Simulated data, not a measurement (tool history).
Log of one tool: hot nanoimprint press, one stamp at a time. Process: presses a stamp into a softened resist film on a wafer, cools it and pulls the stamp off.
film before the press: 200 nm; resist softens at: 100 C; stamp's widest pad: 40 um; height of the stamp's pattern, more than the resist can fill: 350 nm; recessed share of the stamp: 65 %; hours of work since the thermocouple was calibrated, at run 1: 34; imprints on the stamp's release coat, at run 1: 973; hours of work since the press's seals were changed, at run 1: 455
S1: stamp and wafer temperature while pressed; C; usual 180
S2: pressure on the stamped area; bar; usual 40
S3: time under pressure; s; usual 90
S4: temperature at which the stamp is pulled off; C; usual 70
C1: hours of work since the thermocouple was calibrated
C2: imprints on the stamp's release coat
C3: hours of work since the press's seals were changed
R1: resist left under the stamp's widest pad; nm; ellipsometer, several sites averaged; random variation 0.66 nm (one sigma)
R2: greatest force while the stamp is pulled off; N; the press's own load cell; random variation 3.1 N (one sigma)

run	day	S1	S2	S3	S4	C1	C2	C3	R1	R2
1	0	180	40	90	70	34	973	455	102.2	168
2	2.788	180	40	90	70	79	1246	500	100.2	178
3	4.921	179	40	90	70	114	1455	535	103.3	187
4	6.854	179	40	90	70	145	1644	566	102.1	176
5	9.046	180	40	108	70	181	1859	602	92.4	194
6	12.454	180	40	90	70	236	2193	657	99.4	195
# day 13.638: stamp cleaned and given a new release coat
# day 14.125: plate thermocouple calibrated
7	14.421	180	40	90	70	5	65	683	102.4	146
8	16.112	180	40	90	70	32	230	710	101.6	152
9	17.829	180	40	69	70	60	398	738	111.7	152
10	19.383	180	40	90	76	85	550	764	101.5	136
11	21.788	180	40	105	70	125	786	803	96.2	161
12	23.492	180	40	46	70	152	953	830	126.2	164
13	27.179	180	26	90	70	212	1314	890	117.7	173
# day 30.15: plate thermocouple calibrated
14	30.9	180	26	90	70	12	1666	949	120.3	188
15	33.629	183	26	90	70	57	1933	993	111.3	192
16	36.304	183	26	90	70	100	2195	1037	110.4	205
# day 37.508: stamp cleaned and given a new release coat
17	38.454	183	26	90	70	131	92	1068	110.3	145
18	41.033	183	26	90	70	173	345	1110	109.7	152
19	42.767	183	26	90	70	201	515	1138	109.2	153
20	44.4	183	26	90	70	228	675	1164	108.3	158
# day 46.321: plate thermocouple calibrated
21	46.729	183	26	90	70	7	890	1200	111.9	165
# day 50.538: press's hydraulic seals changed and the load cell set to zero
22	50.538	183	26	90	70	63	1231	0	110.4	184
23	52.875	180	40	171	70	101	1460	38	77.7	179
24	56.429	187	37.1	90	59	159	1808	96	82.7	226
25	58.762	187	37.1	90	59	197	2036	134	82.1	234
# day 61.692: stamp cleaned and given a new release coat
26	62.196	182	40	144	70	249	50	185	76.2	147
# day 62.808: plate thermocouple calibrated
27	65.133	192	40	90	70	38	325	231	70.4	156
28	68.058	180	45.3	134	66	85	612	279	82.5	163
29	71.108	180	42.8	134	66	135	910	328	83.9	176

Forecast each of these 3 alternatives for the next run:
A	72.988	189	40	90	70	165	1094	359	?	?
B	72.988	173	42.8	110	66	165	1094	359	?	?
C	72.988	180	63.8	134	66	165	1094	359	?	?

run	R1	R2
A	75.8	167
B	113.3	183
C	69.1	182
Without the tool's hidden state the same runs would have given:
run	R1	R2
A	77	142
B	115.1	156
C	70.1	155

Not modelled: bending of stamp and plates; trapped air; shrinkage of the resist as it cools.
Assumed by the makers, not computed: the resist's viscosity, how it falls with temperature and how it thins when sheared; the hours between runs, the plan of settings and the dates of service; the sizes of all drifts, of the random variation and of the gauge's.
